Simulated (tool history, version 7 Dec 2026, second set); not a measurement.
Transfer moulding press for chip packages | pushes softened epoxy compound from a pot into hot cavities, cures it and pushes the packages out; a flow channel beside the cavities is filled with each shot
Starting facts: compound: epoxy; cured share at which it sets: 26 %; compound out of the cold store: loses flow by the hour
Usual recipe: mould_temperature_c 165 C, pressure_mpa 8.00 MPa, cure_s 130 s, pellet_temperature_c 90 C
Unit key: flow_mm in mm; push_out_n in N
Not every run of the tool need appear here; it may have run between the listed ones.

run,hour,mould_temperature_c,pressure_mpa,cure_s,pellet_temperature_c,incoming compound's hours out of the cold store,flow_mm,push_out_n
1,0.0,165,8.00,130,90,32.5,807,213
2,7.8,165,8.00,130,90,39.5,794,221
3,11.7,165,6.29,130,90,23.1,750,209
4,19.7,165,6.29,130,90,29.3,730,226
5,23.6,165,6.29,130,90,16.8,777,227
# hour 26.1: cavities cleaned with cleaning compound and waxed
6,34.1,165,6.29,130,90,16.4,779,168
7,42.2,165,8.00,124,90,26.0,831,197
8,48.4,165,8.00,124,90,31.6,826,195
9,53.7,165,8.00,124,90,43.9,761,210
10,59.1,165,6.93,124,90,25.0,773,219
11,63.7,165,6.93,124,90,43.7,716,208
12,71.1,165,7.26,124,90,45.1,726,218
13,75.6,165,7.26,124,90,26.7,792,230
# hour 79.0: cavities cleaned with cleaning compound and waxed
14,86.3,165,7.26,124,90,10.4,845,185
15,94.2,165,7.26,124,90,9.9,852,196
# hour 97.1: mould's thermocouples calibrated
16,100.1,165,7.26,124,90,32.5,763,193
17,108.8,165,7.26,124,90,28.4,772,206
18,117.3,165,6.98,124,90,18.6,796,217
19,124.8,161,6.53,119,89,13.5,814,267
20,131.0,161,6.53,119,89,13.3,815,289
# hour 134.1: cavities cleaned with cleaning compound and waxed
21,140.3,168,7.23,130,90,46.0,691,166
22,146.8,168,7.23,130,90,43.3,709,189
# hour 154.9: mould's thermocouples calibrated, once more
23,156.5,160,6.14,121,80,37.4,699,244
24,161.9,160,6.14,165,100,14.5,788,207
25,169.7,160,6.14,165,100,9.3,803,211
26,175.0,165,6.63,150,95,23.4,755,200
27,183.3,165,6.89,151,95,43.5,695,219
# hour 189.1: cavities cleaned with cleaning compound and waxed
28,189.1,164,6.89,151,95,45.8,709,170
29,196.1,163,8.00,130,90,12.2,893,188

Results per run with the tool's hidden condition removed, run-to-run variation unchanged:
Hidden state present: true mould temperature over the reading, C; pressure that reaches the compound, % of what is set; grip of the stained cavities, % over clean ones'; drift of the gauge itself on flow_mm, %; drift of the gauge itself on push_out_n, %.
run,flow_mm,push_out_n
1,824,170
2,811,169
3,768,155
4,748,161
5,796,159
6,799,153
7,854,168
8,850,158
9,784,164
10,797,166
11,738,152
12,750,157
13,819,162
14,875,173
15,884,170
16,792,163
17,804,164
18,830,165
19,850,200
20,851,213
21,722,155
22,742,167
23,729,199
24,822,166
25,839,160
26,790,147
27,728,156
28,743,164
29,937,170
